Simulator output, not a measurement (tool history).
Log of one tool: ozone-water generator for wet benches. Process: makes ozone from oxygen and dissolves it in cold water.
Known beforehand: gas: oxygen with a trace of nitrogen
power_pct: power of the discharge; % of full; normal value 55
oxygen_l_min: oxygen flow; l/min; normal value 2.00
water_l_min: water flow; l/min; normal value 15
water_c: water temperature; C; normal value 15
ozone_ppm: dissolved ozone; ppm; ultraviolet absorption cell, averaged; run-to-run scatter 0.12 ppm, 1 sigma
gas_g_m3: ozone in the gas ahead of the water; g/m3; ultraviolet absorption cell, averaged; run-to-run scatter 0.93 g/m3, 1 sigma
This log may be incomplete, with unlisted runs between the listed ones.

run,hour,power_pct,oxygen_l_min,water_l_min,water_c,ozone_ppm,gas_g_m3
1,0.0,55,2.00,15,15,9.4,143.8
2,86.0,55,2.00,15,14,9.2,144.6
3,172.6,55,2.00,15,14,9.5,144.1
4,335.5,55,2.00,15,14,9.2,142.9
5,460.8,59,2.00,15,15,9.4,146.7
6,544.6,55,2.00,15,15,8.9,142.5
7,657.0,55,1.56,15,15,8.9,166.6
8,843.3,55,2.00,15,15,9.0,141.8
9,974.8,55,2.00,15,15,9.0,140.4
10,1166.8,55,2.00,15,15,8.9,139.2
11,1299.8,95,2.00,15,15,11.6,183.2
12,1451.9,95,2.00,15,15,11.3,181.7
# hour 1626.0: contactor cleaned
13,1636.3,55,2.00,15,15,9.5,139.0
14,1760.0,75,2.00,15,15,11.4,162.2
15,1856.3,55,2.00,15,15,9.8,139.4
16,1985.2,55,2.00,15,15,9.9,137.3
17,2132.9,55,2.00,20,15,7.3,135.7
18,2271.9,55,2.00,20,15,7.2,134.4
19,2441.6,55,1.48,20,17,6.7,162.5
20,2637.8,55,1.80,15,12,9.5,142.5
21,2826.8,55,1.80,15,12,9.4,144.6
22,2943.0,55,1.80,15,12,9.4,143.0
23,3076.1,44,1.40,10,10,11.9,149.9
24,3201.8,44,1.40,10,10,12.0,147.9
25,3331.2,44,1.40,10,8,12.1,148.7
26,3429.3,74,2.00,15,15,10.5,152.9
27,3513.4,51,2.00,15,7,9.0,126.5
28,3671.4,51,3.46,12,7,11.9,91.3
29,3800.1,51,3.46,12,7,11.6,89.0
30,3942.7,46,1.54,15,15,7.8,141.0
31,4054.1,46,1.54,15,14,7.8,139.6
32,4147.4,86,1.29,10,8,15.7,207.3
33,4261.4,41,2.00,15,19,7.4,112.9

What if the next run were any one of these 3? Each begins from the tool's condition after run 33:
A,4379.7,52,1.93,14,15,?,?
B,4379.7,41,1.22,15,19,?,?
C,4379.7,55,2.00,15,18,?,?

run,ozone_ppm,gas_g_m3
A,8.9,127.6
B,6.8,152.0
C,8.2,127.6
The same runs, with their run-to-run variation unchanged, on a tool lacking any hidden condition would have given:
run,ozone_ppm,gas_g_m3
A,11.4,154.4
B,8.4,178.9
C,10.6,155.5
